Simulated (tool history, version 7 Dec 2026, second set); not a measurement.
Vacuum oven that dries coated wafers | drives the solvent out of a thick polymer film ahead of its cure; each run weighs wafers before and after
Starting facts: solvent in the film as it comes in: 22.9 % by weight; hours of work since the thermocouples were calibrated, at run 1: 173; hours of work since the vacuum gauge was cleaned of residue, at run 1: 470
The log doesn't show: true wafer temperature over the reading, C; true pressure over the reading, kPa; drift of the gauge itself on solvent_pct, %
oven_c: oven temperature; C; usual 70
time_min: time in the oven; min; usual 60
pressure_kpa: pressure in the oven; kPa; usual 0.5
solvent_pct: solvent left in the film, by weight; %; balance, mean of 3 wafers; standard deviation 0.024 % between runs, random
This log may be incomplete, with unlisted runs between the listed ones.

run   hour  oven_c  time_min  pressure_kpa  hours of work since the thermocouples were calibrated  hours of work since the vacuum gauge was cleaned of residue  solvent_pct
  1      0      70        60           0.5                                                    173                                                          470         1.41
  2   12.5      70        60           0.5                                                    182                                                          480         1.41
  3   33.5      70        60           0.5                                                    197                                                          495         1.44
  4   54.8      70        60           0.5                                                    212                                                          510         1.44
  5   72.1      70        60           0.5                                                    225                                                          523         1.42
  6     95      65        60           0.5                                                    242                                                          540         3.26
  7  120.4      70        60           0.5                                                    260                                                          558         1.41
  8  136.6      70        60           0.5                                                    272                                                          570         1.37
  9  162.3      70       106         0.436                                                    291                                                          588         0.37
     165.5  -- oven's thermocouples calibrated
 10  179.9      70        46         0.731                                                     10                                                          600         2.32
 11  192.3      70        60         1.702                                                     19                                                          609         1.67
 12  216.3      67        60          1.03                                                     37                                                          626         2.43
 13  232.4      56        31         1.141                                                     49                                                          638        12.25
 14  251.9      73        48         0.369                                                     63                                                          652         1.14

Predict each of these 4 candidate next runs independently; none follows another, all start after run 14:
     256.2  -- oven's thermocouples calibrated, once more
  A  273.1      73        97         0.393                                                     12                                                          666            ?
     256.2  -- oven's thermocouples calibrated, once more
  B  273.1      73        48         1.696                                                     12                                                          666            ?
     256.2  -- oven's thermocouples calibrated, once more
  C  273.1      70        60         1.438                                                     12                                                          666            ?
     256.2  -- oven's thermocouples calibrated, once more
  D  273.1      73        48         0.388                                                     12                                                          666            ?

run  solvent_pct
  A         0.31
  B         1.93
  C         2.04
  D         1.54
What these runs would have given with no unlogged condition in the tool:
run  solvent_pct
  A          0.2
  B         1.72
  C         1.82
  D         1.34
